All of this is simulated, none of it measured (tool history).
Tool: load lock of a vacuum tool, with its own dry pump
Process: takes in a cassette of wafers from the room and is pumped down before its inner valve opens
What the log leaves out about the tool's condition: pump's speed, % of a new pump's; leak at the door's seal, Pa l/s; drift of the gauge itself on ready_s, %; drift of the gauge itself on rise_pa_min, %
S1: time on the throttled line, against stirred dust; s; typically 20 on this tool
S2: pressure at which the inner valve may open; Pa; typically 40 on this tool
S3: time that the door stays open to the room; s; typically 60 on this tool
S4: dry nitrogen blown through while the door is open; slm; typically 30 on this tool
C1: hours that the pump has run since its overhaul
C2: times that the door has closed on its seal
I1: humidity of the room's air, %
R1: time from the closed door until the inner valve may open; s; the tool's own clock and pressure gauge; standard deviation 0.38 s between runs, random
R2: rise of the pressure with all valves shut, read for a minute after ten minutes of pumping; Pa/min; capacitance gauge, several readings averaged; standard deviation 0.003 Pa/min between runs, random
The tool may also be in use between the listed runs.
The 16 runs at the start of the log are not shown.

Run 17, day 100.904: usual settings but S3 201 s, S4 5 slm; C1 5570; C2 45042; I1 44.2. Result: R1 38.3 s, R2 0.335 Pa/min.
Run 18, day 107.825: usual settings but S3 201 s, S4 5 slm; C1 5736; C2 45696; I1 44.8. Result: R1 39.0 s, R2 0.332 Pa/min.
Run 19, day 113.871: usual settings but S1 24 s, S2 50 Pa; C1 5881; C2 46267; I1 43.6. Result: R1 41.6 s, R2 0.225 Pa/min.
Run 20, day 119.342: usual settings but S4 16 slm; C1 6012; C2 46785; I1 44.6. Result: R1 39.2 s, R2 0.243 Pa/min.
At day 124.050: door's seal changed, seat wiped.
Run 21, day 124.808: usual settings but S1 30 s, S4 5 slm; C1 6142; C2 72; I1 46.2. Result: R1 47.1 s, R2 0.058 Pa/min.
Run 22, day 133.550: usual settings but S1 30 s, S2 30 Pa, S3 74 s, S4 6 slm; C1 6352; C2 898; I1 45.8. Result: R1 47.6 s, R2 0.065 Pa/min.
Run 23, day 141.600: usual settings but S1 30 s, S2 30 Pa, S3 74 s, S4 6 slm; C1 6545; C2 1659; I1 49.5. Result: R1 47.5 s, R2 0.072 Pa/min.
Run 24, day 149.904: usual settings but S1 30 s, S2 43 Pa, S3 74 s, S4 6 slm; C1 6744; C2 2444; I1 45.8. Result: R1 46.0 s, R2 0.072 Pa/min.
Run 25, day 156.092: usual settings but S1 30 s, S2 35 Pa, S3 74 s, S4 43 slm; C1 6893; C2 3029; I1 43.0. Result: R1 46.3 s, R2 0.026 Pa/min.
Run 26, day 160.171: usual settings but S1 14 s, S2 54 Pa, S3 175 s, S4 18 slm; C1 6990; C2 3415; I1 46.4. Result: R1 33.5 s, R2 0.075 Pa/min.
Run 27, day 164.596: usual settings but S1 14 s, S2 54 Pa, S3 175 s, S4 18 slm; C1 7097; C2 3833; I1 46.7. Result: R1 33.6 s, R2 0.082 Pa/min.
Run 28, day 168.892: usual settings but S1 14 s, S2 54 Pa, S3 175 s, S4 18 slm; C1 7200; C2 4240; I1 45.2. Result: R1 32.9 s, R2 0.078 Pa/min.
Run 29, day 176.229: usual settings but S2 32 Pa, S3 26 s, S4 35 slm; C1 7376; C2 4933; I1 45.5. Result: R1 40.1 s, R2 0.020 Pa/min.
Run 30, day 183.475: usual settings but S2 32 Pa, S3 26 s, S4 35 slm; C1 7550; C2 5618; I1 49.3. Result: R1 40.1 s, R2 0.022 Pa/min.
Run 31, day 189.521: usual settings but S1 19 s, S2 32 Pa, S3 182 s, S4 36 slm; C1 7695; C2 6190; I1 45.1. Result: R1 39.5 s, R2 0.054 Pa/min.
Run 32, day 194.896: usual settings but S2 34 Pa, S4 9 slm; C1 7824; C2 6698; I1 43.7. Result: R1 40.0 s, R2 0.064 Pa/min.
Run 33, day 203.729: usual settings but S4 9 slm; C1 8036; C2 7533; I1 42.5. Result: R1 38.9 s, R2 0.057 Pa/min.
Run 34, day 211.708: usual settings but S3 99 s, S4 28 slm; C1 8227; C2 8288; I1 45.0. Result: R1 38.3 s, R2 0.056 Pa/min.
Run 35, day 218.354: usual settings but S3 99 s, S4 28 slm; C1 8387; C2 8916; I1 46.3. Result: R1 38.7 s, R2 0.053 Pa/min.
Run 36, day 225.704: usual settings but S2 58 Pa; C1 8563; C2 9611; I1 45.1. Result: R1 38.3 s, R2 0.041 Pa/min.

Predict each of these 3 candidate next runs independently; none follows another, all start after run 36:
Run A, day 234.983: usual settings but S3 35 s, S4 16 slm; C1 8786; C2 10488; I1 45.3. Result: R1 ?, R2 ?.
Run B, day 234.983: usual settings but S1 38 s, S2 58 Pa, S3 27 s, S4 8 slm; C1 8786; C2 10488; I1 43.8. Result: R1 ?, R2 ?.
Run C, day 234.983: usual settings but S2 41 Pa, S3 177 s, S4 8 slm; C1 8786; C2 10488; I1 41.8. Result: R1 ?, R2 ?.

run    R1     R2
  A  39.0  0.050
  B  52.3  0.051
  C  39.2  0.121
With no hidden state in the tool, these same runs would have given:
run    R1     R2
  A  37.7  0.030
  B  51.4  0.031
  C  37.9  0.101
